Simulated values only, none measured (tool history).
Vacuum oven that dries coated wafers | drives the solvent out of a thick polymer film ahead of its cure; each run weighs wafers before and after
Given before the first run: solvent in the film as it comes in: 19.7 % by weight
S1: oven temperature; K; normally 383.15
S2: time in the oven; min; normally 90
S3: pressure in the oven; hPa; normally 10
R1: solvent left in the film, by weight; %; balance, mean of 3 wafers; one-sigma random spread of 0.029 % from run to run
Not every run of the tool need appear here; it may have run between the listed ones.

run   hour      S1   S2    S3    R1
  1      0  383.15   90    10  4.27
  2   20.3  383.15   90    10  4.21
  3   32.5  383.15  106    10   3.4
  4   44.7  383.15  106    10  3.38
  5   65.2  383.15  106    10  3.38
  6   85.8  394.15  106    10  1.08
  7  100.3  374.15   90    10  7.41
  8  113.9  383.15   91    10  4.13
  9  130.9  388.15   90    10   2.7
 10  141.2  388.15   90    10  2.72
 11  158.9  383.15   90    10  4.17
 12  167.6  383.15   90    10  4.13
 13  176.8  383.15   90    10  4.21
 14  188.4  383.15   90    10   4.2
 15  199.2  385.15  143   8.5  1.71
 16  214.6  383.15  128   9.7  2.63
 17  223.7  389.15   72     7  3.22
 18  234.9  384.15   90  37.6  5.91
 19  249.1  384.15   90  37.6  5.95
 20  266.2  389.15  147  37.6  3.23
 21  280.2  387.15   84  25.4  4.36
 22    295  383.15   91  36.8  6.12
 23  308.1  389.15   91  36.8  4.32

Run 24, settings as shown, results not yet in. Your forecast:
 24  318.2  389.15  91  36.8   ?

Run 24 came out at R1 4.25 %.
Had the tool carried no hidden state, the very same run would have given R1 4.26 %.
